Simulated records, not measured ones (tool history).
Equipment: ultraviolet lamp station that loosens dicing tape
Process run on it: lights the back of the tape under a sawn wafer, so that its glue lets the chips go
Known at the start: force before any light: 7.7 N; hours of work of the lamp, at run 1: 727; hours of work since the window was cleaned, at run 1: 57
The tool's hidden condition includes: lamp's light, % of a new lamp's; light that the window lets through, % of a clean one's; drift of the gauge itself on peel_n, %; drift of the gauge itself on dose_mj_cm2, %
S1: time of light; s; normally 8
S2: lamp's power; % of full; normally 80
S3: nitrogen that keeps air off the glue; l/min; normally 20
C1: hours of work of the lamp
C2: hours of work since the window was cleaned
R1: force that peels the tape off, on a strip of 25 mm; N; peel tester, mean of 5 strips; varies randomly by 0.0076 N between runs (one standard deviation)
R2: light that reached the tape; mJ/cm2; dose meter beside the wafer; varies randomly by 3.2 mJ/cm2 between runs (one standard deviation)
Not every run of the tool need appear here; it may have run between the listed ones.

run 1 hour=0.0 | S1=8 S2=80 S3=20 | C1=727 C2=57 | R1=0.631 R2=337
run 2 hour=26.4 | S1=8 S2=80 S3=20 | C1=744 C2=73 | R1=0.662 R2=328
run 3 hour=62.3 | S1=8 S2=80 S3=20 | C1=766 C2=95 | R1=0.732 R2=323
run 4 hour=88.4 | S1=8 S2=80 S3=20 | C1=781 C2=111 | R1=0.735 R2=319
run 5 hour=121.1 | S1=8 S2=80 S3=20 | C1=801 C2=131 | R1=0.757 R2=306
run 6 hour=140.4 | S1=8 S2=80 S3=20 | C1=813 C2=143 | R1=0.768 R2=305
run 7 hour=163.5 | S1=8 S2=80 S3=20 | C1=827 C2=157 | R1=0.805 R2=299
-- hour=165.8 window cleaned of glue's vapour
run 8 hour=189.6 | S1=8 S2=80 S3=20 | C1=843 C2=15 | R1=0.855 R2=293
run 9 hour=212.8 | S1=8 S2=80 S3=20 | C1=857 C2=29 | R1=0.877 R2=282
-- hour=226.8 lamp changed
run 10 hour=250.6 | S1=10 S2=75 S3=20 | C1=15 C2=51 | R1=0.272 R2=490
run 11 hour=286.5 | S1=10 S2=80 S3=20 | C1=37 C2=73 | R1=0.256 R2=507
-- hour=318.6 window cleaned of glue's vapour, once more
run 12 hour=319.2 | S1=14 S2=85 S3=40 | C1=56 C2=0 | R1=0.129 R2=891
run 13 hour=351.4 | S1=14 S2=85 S3=40 | C1=76 C2=20 | R1=0.141 R2=862
run 14 hour=371.1 | S1=4 S2=72 S3=8 | C1=88 C2=32 | R1=2.346 R2=210
run 15 hour=403.1 | S1=4 S2=72 S3=8 | C1=107 C2=52 | R1=2.423 R2=201
run 16 hour=433.8 | S1=11 S2=64 S3=27 | C1=126 C2=70 | R1=0.254 R2=484
run 17 hour=465.4 | S1=11 S2=64 S3=27 | C1=145 C2=90 | R1=0.240 R2=478
run 18 hour=481.8 | S1=10 S2=95 S3=20 | C1=156 C2=100 | R1=0.175 R2=640

Consider 4 possible next runs. They are alternatives, not a sequence: every one starts from the tool as it was left by run 18. What does each give?
run A hour=515.9 | S1=6 S2=75 S3=10 | C1=176 C2=121 | R1=? R2=?
run B hour=515.9 | S1=5 S2=83 S3=26 | C1=176 C2=121 | R1=? R2=?
run C hour=515.9 | S1=9 S2=65 S3=30 | C1=176 C2=121 | R1=? R2=?
run D hour=515.9 | S1=11 S2=80 S3=6 | C1=176 C2=121 | R1=? R2=?

run=A R1=1.268 R2=296
run=B R1=0.862 R2=271
run=C R1=0.368 R2=391
run=D R1=0.470 R2=579
With the hidden condition removed and each run's random variation left untouched, the same runs would have given:
run=A R1=0.973 R2=342
run=B R1=0.637 R2=314
run=C R1=0.268 R2=452
run=D R1=0.339 R2=671
